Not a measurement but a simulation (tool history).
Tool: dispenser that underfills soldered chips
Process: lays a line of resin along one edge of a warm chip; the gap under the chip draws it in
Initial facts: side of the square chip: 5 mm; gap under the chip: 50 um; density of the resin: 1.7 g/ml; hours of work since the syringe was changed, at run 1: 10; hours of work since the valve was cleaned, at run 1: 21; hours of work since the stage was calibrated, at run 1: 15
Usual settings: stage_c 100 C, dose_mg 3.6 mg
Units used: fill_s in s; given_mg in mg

run    day  stage_c  dose_mg  hours of work since the syringe was changed  hours of work since the valve was cleaned  hours of work since the stage was calibrated  fill_s  given_mg
  1      0      100      3.6                                           10                                         21                                            15    45.8      3.53
     0.121  -- new syringe of resin
  2  0.325      111      3.6                                            3                                         26                                            20    20.6      3.53
  3  0.612      111      3.6                                            8                                         31                                            25    26.5      3.51
     0.871  -- new syringe of resin
  4  0.871      111      3.6                                            0                                         35                                            29    17.7      3.48
  5   1.15      111      3.6                                            4                                         39                                            33    22.4      3.48
  6  1.375      115      3.6                                            8                                         42                                            37    23.2      3.46
     1.542  -- dispensing valve cleaned and set on the balance
  7  1.629      115      3.6                                           11                                          1                                            40    27.4      3.59
     1.667  -- new syringe of resin
  8  1.992      113      3.6                                            5                                          7                                            46    21.9       3.6
  9  2.221      113      3.6                                            9                                         11                                            49    25.9      3.56
     2.417  -- new syringe of resin
 10  2.633      113      3.6                                            3                                         17                                            55    20.5      3.56
 11  2.879      113      3.6                                            7                                         21                                            59    23.9      3.52
     3.154  -- new syringe of resin
 12  3.171      100     3.47                                            0                                         25                                            64    27.4      3.39
 13  3.433      100     4.53                                            4                                         29                                            68    34.2      4.41
 14  3.625      100      3.6                                            7                                         32                                            71    40.4      3.49
     3.921  -- new syringe of resin
 15  4.004      100     4.41                                            1                                         38                                            77    29.4      4.27
 16  4.342      100     4.45                                            7                                         43                                            82    37.9      4.28
     4.479  -- dispensing valve cleaned and set on the balance
 17  4.667      100     4.47                                           11                                          3                                            86    48.6      4.48
     4.725  -- new syringe of resin
 18  5.042       90     3.98                                            5                                          9                                            92    54.9      3.97
 19    5.4       97     3.98                                           11                                         14                                            98    54.7      3.92
     5.467  -- new syringe of resin
 20  5.596       94     4.41                                            2                                         17                                           100    40.4      4.36
 21  5.971      102     4.54                                            8                                         23                                           106    38.3      4.46
     6.208  -- new syringe of resin
 22    6.3      114     3.38                                            1                                         28                                           111    17.8      3.29
 23  6.688      109      3.7                                            7                                         34                                           117    28.7       3.6
 24  6.879      105      3.6                                           10                                         37                                           120    39.5      3.48
     6.954  -- new syringe of resin
 25  7.258      110     4.37                                            5                                         43                                           126    23.6      4.19
     7.417  -- dispensing valve cleaned and set on the balance
 26  7.629      110     4.37                                           10                                          3                                           131    31.9      4.38
      7.75  -- new syringe of resin
 27  8.004       90     3.11                                            4                                          9                                           137    54.3      3.09
 28  8.225      107     3.99                                            7                                         12                                           140    31.3      3.95
     8.504  -- new syringe of resin
 29   8.55       97     4.26                                            1                                         17                                           145      33      4.21

What if the next run were any one of these 4? Each begins from the tool's condition after run 29:
  A  8.771       97     4.26                                            4                                         21                                           149       ?         ?
  B  8.771      103     3.57                                            4                                         21                                           149       ?         ?
  C  8.771       88     4.26                                            4                                         21                                           149       ?         ?
  D  8.771       87     3.99                                            4                                         21                                           149       ?         ?

run  fill_s  given_mg
  A      40      4.19
  B    31.6      3.53
  C    59.3      4.19
  D      61      3.91
Without the tool's unlogged condition, the same runs would have read:
run  fill_s  given_mg
  A    30.9      4.26
  B    24.3      3.58
  C    45.7      4.25
  D      47      3.98

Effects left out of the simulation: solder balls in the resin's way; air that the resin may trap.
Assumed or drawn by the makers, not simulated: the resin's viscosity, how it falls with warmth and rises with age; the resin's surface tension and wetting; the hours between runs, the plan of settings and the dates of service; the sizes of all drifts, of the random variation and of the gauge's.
